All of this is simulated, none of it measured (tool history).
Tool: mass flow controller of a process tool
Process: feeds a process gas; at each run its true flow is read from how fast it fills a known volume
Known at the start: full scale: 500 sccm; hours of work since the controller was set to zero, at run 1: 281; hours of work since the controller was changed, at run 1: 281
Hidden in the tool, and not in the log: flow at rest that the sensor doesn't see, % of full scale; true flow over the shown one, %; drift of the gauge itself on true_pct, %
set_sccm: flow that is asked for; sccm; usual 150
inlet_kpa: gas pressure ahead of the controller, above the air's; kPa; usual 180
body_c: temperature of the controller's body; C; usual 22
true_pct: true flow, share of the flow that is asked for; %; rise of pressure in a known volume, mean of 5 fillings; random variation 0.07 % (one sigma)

run	hour	set_sccm	inlet_kpa	body_c	hours of work since the controller was set to zero	hours of work since the controller was changed	true_pct
1	0.0	150	180	22	281	281	98.69
2	42.4	150	180	22	308	308	98.78
3	98.6	150	180	22	344	344	98.80
4	165.8	149	180	22	388	388	98.62
5	240.1	150	180	22	436	436	98.58
6	271.6	150	180	22	456	456	98.71
7	344.8	150	157	22	503	503	98.60
8	376.9	150	180	22	524	524	98.67
9	416.3	150	180	22	550	550	98.67

The next listed run, before its measurement:
10	491.6	64	227	31	598	598	?

true_pct: 98.18 %
Without the tool's hidden state the same run would have given true_pct 97.62 %.
